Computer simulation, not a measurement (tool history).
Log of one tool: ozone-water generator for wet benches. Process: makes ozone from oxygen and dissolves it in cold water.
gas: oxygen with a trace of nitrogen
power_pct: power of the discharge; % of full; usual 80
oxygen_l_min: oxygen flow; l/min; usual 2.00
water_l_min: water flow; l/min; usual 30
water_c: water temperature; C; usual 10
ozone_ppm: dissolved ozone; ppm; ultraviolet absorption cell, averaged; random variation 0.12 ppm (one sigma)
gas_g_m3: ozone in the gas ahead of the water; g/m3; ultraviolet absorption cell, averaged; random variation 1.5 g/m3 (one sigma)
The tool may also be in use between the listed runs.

{"run": 1, "day": 0.0, "power_pct": 80, "oxygen_l_min": 2.0, "water_l_min": 30, "water_c": 10, "ozone_ppm": 10.1, "gas_g_m3": 276.8}
{"run": 2, "day": 3.538, "power_pct": 80, "oxygen_l_min": 2.0, "water_l_min": 30, "water_c": 10, "ozone_ppm": 10.2, "gas_g_m3": 277.6}
{"run": 3, "day": 7.492, "power_pct": 80, "oxygen_l_min": 2.0, "water_l_min": 30, "water_c": 10, "ozone_ppm": 10.0, "gas_g_m3": 274.4}
{"run": 4, "day": 10.233, "power_pct": 80, "oxygen_l_min": 2.0, "water_l_min": 30, "water_c": 10, "ozone_ppm": 10.1, "gas_g_m3": 278.0}
{"run": 5, "day": 12.2, "power_pct": 80, "oxygen_l_min": 2.0, "water_l_min": 30, "water_c": 10, "ozone_ppm": 9.9, "gas_g_m3": 275.9}
{"run": 6, "day": 14.908, "power_pct": 80, "oxygen_l_min": 2.0, "water_l_min": 30, "water_c": 10, "ozone_ppm": 10.0, "gas_g_m3": 276.4}
{"run": 7, "day": 16.912, "power_pct": 80, "oxygen_l_min": 2.0, "water_l_min": 30, "water_c": 10, "ozone_ppm": 10.1, "gas_g_m3": 276.1}
{"run": 8, "day": 19.233, "power_pct": 80, "oxygen_l_min": 2.0, "water_l_min": 30, "water_c": 10, "ozone_ppm": 10.1, "gas_g_m3": 272.9}
{"run": 9, "day": 22.225, "power_pct": 80, "oxygen_l_min": 2.0, "water_l_min": 30, "water_c": 10, "ozone_ppm": 10.1, "gas_g_m3": 275.7}
{"run": 10, "day": 24.792, "power_pct": 80, "oxygen_l_min": 2.0, "water_l_min": 30, "water_c": 10, "ozone_ppm": 10.0, "gas_g_m3": 273.2}
{"run": 11, "day": 27.2, "power_pct": 80, "oxygen_l_min": 2.0, "water_l_min": 30, "water_c": 10, "ozone_ppm": 10.1, "gas_g_m3": 274.2}
{"run": 12, "day": 30.592, "power_pct": 80, "oxygen_l_min": 2.0, "water_l_min": 46, "water_c": 10, "ozone_ppm": 5.5, "gas_g_m3": 274.3}
{"run": 13, "day": 35.112, "power_pct": 80, "oxygen_l_min": 2.0, "water_l_min": 46, "water_c": 10, "ozone_ppm": 5.7, "gas_g_m3": 272.1}
{"run": 14, "day": 39.692, "power_pct": 80, "oxygen_l_min": 2.0, "water_l_min": 30, "water_c": 10, "ozone_ppm": 10.1, "gas_g_m3": 277.4}
{"run": 15, "day": 43.158, "power_pct": 80, "oxygen_l_min": 2.0, "water_l_min": 30, "water_c": 10, "ozone_ppm": 9.8, "gas_g_m3": 272.8}
{"run": 16, "day": 47.525, "power_pct": 80, "oxygen_l_min": 2.0, "water_l_min": 30, "water_c": 10, "ozone_ppm": 9.8, "gas_g_m3": 273.3}
{"run": 17, "day": 50.55, "power_pct": 80, "oxygen_l_min": 2.0, "water_l_min": 30, "water_c": 10, "ozone_ppm": 9.8, "gas_g_m3": 272.1}
{"run": 18, "day": 53.058, "power_pct": 80, "oxygen_l_min": 1.36, "water_l_min": 33, "water_c": 7, "ozone_ppm": 8.1, "gas_g_m3": 342.4}
{"run": 19, "day": 57.508, "power_pct": 80, "oxygen_l_min": 1.36, "water_l_min": 33, "water_c": 7, "ozone_ppm": 7.9, "gas_g_m3": 344.2}
{"run": 20, "day": 60.217, "power_pct": 48, "oxygen_l_min": 3.44, "water_l_min": 31, "water_c": 6, "ozone_ppm": 7.5, "gas_g_m3": 138.9}
{"run": 21, "day": 62.492, "power_pct": 63, "oxygen_l_min": 2.0, "water_l_min": 38, "water_c": 16, "ozone_ppm": 6.2, "gas_g_m3": 228.7}
{"run": 22, "day": 65.558, "power_pct": 53, "oxygen_l_min": 2.27, "water_l_min": 38, "water_c": 16, "ozone_ppm": 5.7, "gas_g_m3": 189.7}
{"run": 23, "day": 69.796, "power_pct": 53, "oxygen_l_min": 2.27, "water_l_min": 38, "water_c": 16, "ozone_ppm": 5.4, "gas_g_m3": 189.1}
{"run": 24, "day": 72.371, "power_pct": 55, "oxygen_l_min": 2.0, "water_l_min": 30, "water_c": 14, "ozone_ppm": 7.7, "gas_g_m3": 210.0}
{"run": 25, "day": 75.862, "power_pct": 55, "oxygen_l_min": 2.0, "water_l_min": 30, "water_c": 14, "ozone_ppm": 7.7, "gas_g_m3": 209.2}
{"run": 26, "day": 80.312, "power_pct": 80, "oxygen_l_min": 2.97, "water_l_min": 30, "water_c": 10, "ozone_ppm": 10.6, "gas_g_m3": 210.9}
{"run": 27, "day": 84.821, "power_pct": 80, "oxygen_l_min": 3.2, "water_l_min": 30, "water_c": 10, "ozone_ppm": 10.7, "gas_g_m3": 201.9}
{"run": 28, "day": 86.975, "power_pct": 80, "oxygen_l_min": 1.1, "water_l_min": 34, "water_c": 9, "ozone_ppm": 7.1, "gas_g_m3": 388.1}
{"run": 29, "day": 89.971, "power_pct": 80, "oxygen_l_min": 1.1, "water_l_min": 34, "water_c": 9, "ozone_ppm": 6.9, "gas_g_m3": 387.1}
{"run": 30, "day": 94.438, "power_pct": 80, "oxygen_l_min": 1.19, "water_l_min": 34, "water_c": 9, "ozone_ppm": 7.0, "gas_g_m3": 365.2}
{"run": 31, "day": 96.629, "power_pct": 80, "oxygen_l_min": 1.19, "water_l_min": 29, "water_c": 11, "ozone_ppm": 8.7, "gas_g_m3": 367.1}
{"run": 32, "day": 98.542, "power_pct": 48, "oxygen_l_min": 1.98, "water_l_min": 22, "water_c": 10, "ozone_ppm": 9.9, "gas_g_m3": 191.7}
{"run": 33, "day": 102.204, "power_pct": 48, "oxygen_l_min": 1.98, "water_l_min": 22, "water_c": 10, "ozone_ppm": 9.9, "gas_g_m3": 190.1}

Hidden state or all else? Some run-to-run changes of ozone_ppm, split into what the settings, what came in and random variation would give without the hidden state, and what is left for the hidden state (with any gauge scatter that isn't in both results):
The hidden state here: yield of the discharge, % of new electrodes'; contactor's efficiency, % of a clean one's; true water temperature over the reading, C; drift of the gauge itself on ozone_ppm, %; drift of the gauge itself on gas_g_m3, %.
Run 11 -> 12: water_l_min 30 -> 46. ozone_ppm -4.6 ppm: hidden state +0.2, all else -4.8.
Run 13 -> 14: water_l_min 46 -> 30. ozone_ppm +4.4 ppm: hidden state -0.3, all else +4.7.
Run 25 -> 26: power_pct 55 -> 80, oxygen_l_min 2.00 -> 2.97, water_c 14 -> 10. ozone_ppm +2.9 ppm: hidden state -0.5, all else +3.4.
Run 27 -> 28: oxygen_l_min 3.20 -> 1.10, water_l_min 30 -> 34, water_c 10 -> 9. ozone_ppm -3.6 ppm: hidden state +0.3, all else -3.9.
